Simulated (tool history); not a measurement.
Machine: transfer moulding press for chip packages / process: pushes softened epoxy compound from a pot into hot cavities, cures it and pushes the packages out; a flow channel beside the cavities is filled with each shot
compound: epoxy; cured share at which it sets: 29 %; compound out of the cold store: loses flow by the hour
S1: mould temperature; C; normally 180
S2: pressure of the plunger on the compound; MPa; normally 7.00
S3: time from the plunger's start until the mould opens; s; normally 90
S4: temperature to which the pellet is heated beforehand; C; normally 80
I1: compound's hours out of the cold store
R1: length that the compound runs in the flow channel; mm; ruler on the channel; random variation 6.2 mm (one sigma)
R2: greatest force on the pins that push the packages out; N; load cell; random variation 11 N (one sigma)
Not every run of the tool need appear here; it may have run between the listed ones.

run,hour,S1,S2,S3,S4,I1,R1,R2
1,0.0,180,7.00,90,80,36.1,876,706
2,17.5,180,7.00,90,80,21.3,945,836
3,40.7,180,7.00,90,80,23.8,915,906
4,79.4,180,7.00,90,80,42.7,855,1011
# hour 100.4: cavities cleaned with cleaning compound and waxed
5,103.7,180,7.00,90,80,31.9,881,562
6,123.4,180,7.00,90,83,15.7,935,708
7,158.8,180,7.00,90,83,30.2,876,867
8,181.2,180,7.00,90,83,31.2,887,919
9,201.4,180,7.00,90,83,17.0,916,1034
# hour 224.9: cavities cleaned with cleaning compound and waxed
10,225.3,180,7.00,90,83,47.5,815,538
11,242.8,180,7.00,90,80,37.8,849,668
# hour 248.4: mould's thermocouples calibrated
12,278.3,180,7.00,90,80,46.4,819,828
13,297.4,180,7.00,70,80,13.1,922,1875
14,322.4,180,7.00,70,80,47.6,816,1761
# hour 350.8: cavities cleaned with cleaning compound and waxed
15,359.6,180,8.32,120,80,15.5,1000,463
# hour 378.9: plunger's sealing rings changed
16,379.8,180,7.02,90,80,21.5,952,769
17,414.0,183,5.58,90,89,29.7,819,734
18,437.0,181,6.13,89,81,23.0,887,939
# hour 458.2: mould's thermocouples calibrated, once more
19,460.8,181,6.13,89,81,37.5,831,993
# hour 478.0: cavities cleaned with cleaning compound and waxed
20,478.9,178,5.83,93,86,20.7,872,604
21,498.4,178,5.83,95,86,26.7,855,683
22,533.1,178,5.83,95,86,42.2,789,847
23,552.6,178,5.83,95,86,13.1,884,997
24,571.9,178,5.83,95,86,46.0,787,989
# hour 601.6: cavities cleaned with cleaning compound and waxed
25,603.8,178,5.83,95,86,25.0,836,569
26,640.4,175,7.16,102,79,48.0,874,840
27,661.6,180,6.52,78,79,41.6,819,1219
28,697.6,180,6.52,78,79,32.4,851,1448

Same runs, no hidden state in the tool, same run-to-run variation:
Hidden state at play: true mould temperature over the reading, C; pressure that reaches the compound, % of what is set; grip of the stained cavities, % over clean ones'; drift of the gauge itself on flow_mm, %; drift of the gauge itself on push_out_n, %.
run,R1,R2
1,895,517
2,967,550
3,940,532
4,883,524
5,912,522
6,972,530
7,915,521
8,929,507
9,963,534
10,860,517
11,899,532
12,871,515
13,983,1053
14,874,913
15,1077,399
16,950,539
17,821,428
18,892,497
19,839,510
20,882,565
21,868,517
22,805,514
23,904,555
24,807,519
25,862,534
26,905,558
27,851,719
28,889,744
